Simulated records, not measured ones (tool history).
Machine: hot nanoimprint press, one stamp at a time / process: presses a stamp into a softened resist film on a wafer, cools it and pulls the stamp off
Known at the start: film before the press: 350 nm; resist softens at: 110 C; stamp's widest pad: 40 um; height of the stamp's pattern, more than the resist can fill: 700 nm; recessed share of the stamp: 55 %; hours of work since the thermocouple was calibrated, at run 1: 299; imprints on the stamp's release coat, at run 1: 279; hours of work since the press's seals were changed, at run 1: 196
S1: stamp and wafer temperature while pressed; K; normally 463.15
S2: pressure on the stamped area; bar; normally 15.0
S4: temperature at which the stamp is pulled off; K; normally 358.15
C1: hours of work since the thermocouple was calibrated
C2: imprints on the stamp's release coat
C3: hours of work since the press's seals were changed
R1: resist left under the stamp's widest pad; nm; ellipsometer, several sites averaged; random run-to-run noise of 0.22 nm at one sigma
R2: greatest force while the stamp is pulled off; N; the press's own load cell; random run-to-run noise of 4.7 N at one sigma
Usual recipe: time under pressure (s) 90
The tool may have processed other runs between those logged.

Run 1, day 0.000: usual settings; C1 299; C2 279; C3 196. Result: R1 138.8 nm, R2 256 N.
Run 2, day 0.850: usual settings; C1 310; C2 364; C3 208. Result: R1 138.7 nm, R2 263 N.
Run 3, day 1.879: usual settings; C1 324; C2 466; C3 222. Result: R1 138.7 nm, R2 269 N.
Run 4, day 2.458: usual settings; C1 332; C2 524; C3 229. Result: R1 138.5 nm, R2 274 N.
Run 5, day 3.521: usual settings; C1 346; C2 629; C3 243. Result: R1 137.9 nm, R2 285 N.
Run 6, day 4.512: usual settings; C1 359; C2 728; C3 257. Result: R1 138.4 nm, R2 296 N.
Run 7, day 5.729: usual settings; C1 375; C2 849; C3 273. Result: R1 137.7 nm, R2 314 N.
Run 8, day 6.433: usual settings but S4 343.15 K; C1 385; C2 919; C3 282. Result: R1 138.1 nm, R2 446 N.
Run 9, day 7.029: usual settings but S2 18.0 bar, S4 343.15 K; C1 393; C2 978; C3 290. Result: R1 127.8 nm, R2 488 N.
Run 10, day 8.142: usual settings but S2 18.0 bar, S4 343.15 K; C1 408; C2 1089; C3 305. Result: R1 127.3 nm, R2 498 N.
Run 11, day 9.504: usual settings but S2 18.0 bar, time under pressure (s) 68, S4 343.15 K; C1 426; C2 1225; C3 323. Result: R1 143.1 nm, R2 525 N.
Run 12, day 10.696: usual settings but S4 351.15 K; C1 442; C2 1343; C3 339. Result: R1 137.4 nm, R2 458 N.
Run 13, day 11.546: usual settings but S4 351.15 K; C1 453; C2 1427; C3 350. Result: R1 137.5 nm, R2 460 N.
Run 14, day 12.471: usual settings but S4 343.15 K; C1 465; C2 1520; C3 363. Result: R1 137.2 nm, R2 567 N.
Run 15, day 13.517: usual settings but S4 343.15 K; C1 479; C2 1624; C3 377. Result: R1 137.3 nm, R2 567 N.
Run 16, day 14.629: usual settings but S4 343.15 K; C1 494; C2 1734; C3 392. Result: R1 136.9 nm, R2 597 N.
Run 17, day 15.867: usual settings but S2 11.4 bar, time under pressure (s) 142, S4 344.15 K; C1 511; C2 1857; C3 408. Result: R1 127.0 nm, R2 602 N.
Run 18, day 16.833: usual settings but S2 22.7 bar, time under pressure (s) 102; C1 524; C2 1953; C3 421. Result: R1 107.9 nm, R2 434 N.
At day 17.808: stamp cleaned and given a new release coat.
Run 19, day 18.221: usual settings but S2 13.2 bar, time under pressure (s) 121; C1 539; C2 42; C3 436. Result: R1 127.5 nm, R2 224 N.
Run 20, day 19.171: usual settings but S2 13.2 bar, time under pressure (s) 121; C1 551; C2 136; C3 449. Result: R1 127.3 nm, R2 230 N.
Run 21, day 20.079: usual settings but S1 470.15 K, time under pressure (s) 50; C1 563; C2 226; C3 461. Result: R1 133.2 nm, R2 241 N.
At day 21.042: plate thermocouple calibrated.
Run 22, day 21.238: usual settings but S2 17.5 bar; C1 3; C2 329; C3 475. Result: R1 135.3 nm, R2 266 N.
Run 23, day 21.933: usual settings but S2 19.8 bar, time under pressure (s) 164; C1 12; C2 398; C3 484. Result: R1 98.4 nm, R2 272 N.
Run 24, day 22.600: usual settings but S2 19.8 bar, time under pressure (s) 164; C1 21; C2 464; C3 493. Result: R1 98.2 nm, R2 271 N.
Run 25, day 23.971: usual settings but S1 470.15 K, S2 15.5 bar, time under pressure (s) 164; C1 39; C2 601; C3 511. Result: R1 81.3 nm, R2 296 N.
Run 26, day 25.050: usual settings but S1 474.15 K, S2 15.5 bar, time under pressure (s) 164; C1 53; C2 708; C3 526. Result: R1 68.6 nm, R2 307 N.
Run 27, day 25.896: usual settings but S1 461.15 K, time under pressure (s) 113; C1 65; C2 792; C3 537. Result: R1 142.9 nm, R2 320 N.
Run 28, day 26.833: usual settings but S2 19.7 bar, time under pressure (s) 54, S4 365.15 K; C1 77; C2 885; C3 549. Result: R1 158.0 nm, R2 273 N.
Run 29, day 27.838: usual settings but S2 19.7 bar, time under pressure (s) 54, S4 365.15 K; C1 91; C2 985; C3 563. Result: R1 158.0 nm, R2 266 N.

4 ways to go on from here, each from the tool as it stands after run 29. What would each give?
Run A, day 28.696: usual settings but S2 12.6 bar, time under pressure (s) 86, S4 349.15 K; C1 102; C2 1070; C3 574. Result: R1 ?, R2 ?.
Run B, day 28.696: usual settings but S1 473.15 K, S2 14.2 bar, time under pressure (s) 81; C1 102; C2 1070; C3 574. Result: R1 ?, R2 ?.
Run C, day 28.696: usual settings but S1 470.15 K, S2 20.3 bar, time under pressure (s) 54, S4 365.15 K; C1 102; C2 1070; C3 574. Result: R1 ?, R2 ?.
Run D, day 28.696: usual settings but S2 14.4 bar, time under pressure (s) 99; C1 102; C2 1070; C3 574. Result: R1 ?, R2 ?.

run     R1   R2
  A  157.3  435
  B  103.4  351
  C  118.8  269
  D  140.2  345
Take away the tool's hidden state, keep each run's random variation, and the runs would have read:
run     R1   R2
  A  155.8  290
  B  102.3  234
  C  117.1  179
  D  138.7  230

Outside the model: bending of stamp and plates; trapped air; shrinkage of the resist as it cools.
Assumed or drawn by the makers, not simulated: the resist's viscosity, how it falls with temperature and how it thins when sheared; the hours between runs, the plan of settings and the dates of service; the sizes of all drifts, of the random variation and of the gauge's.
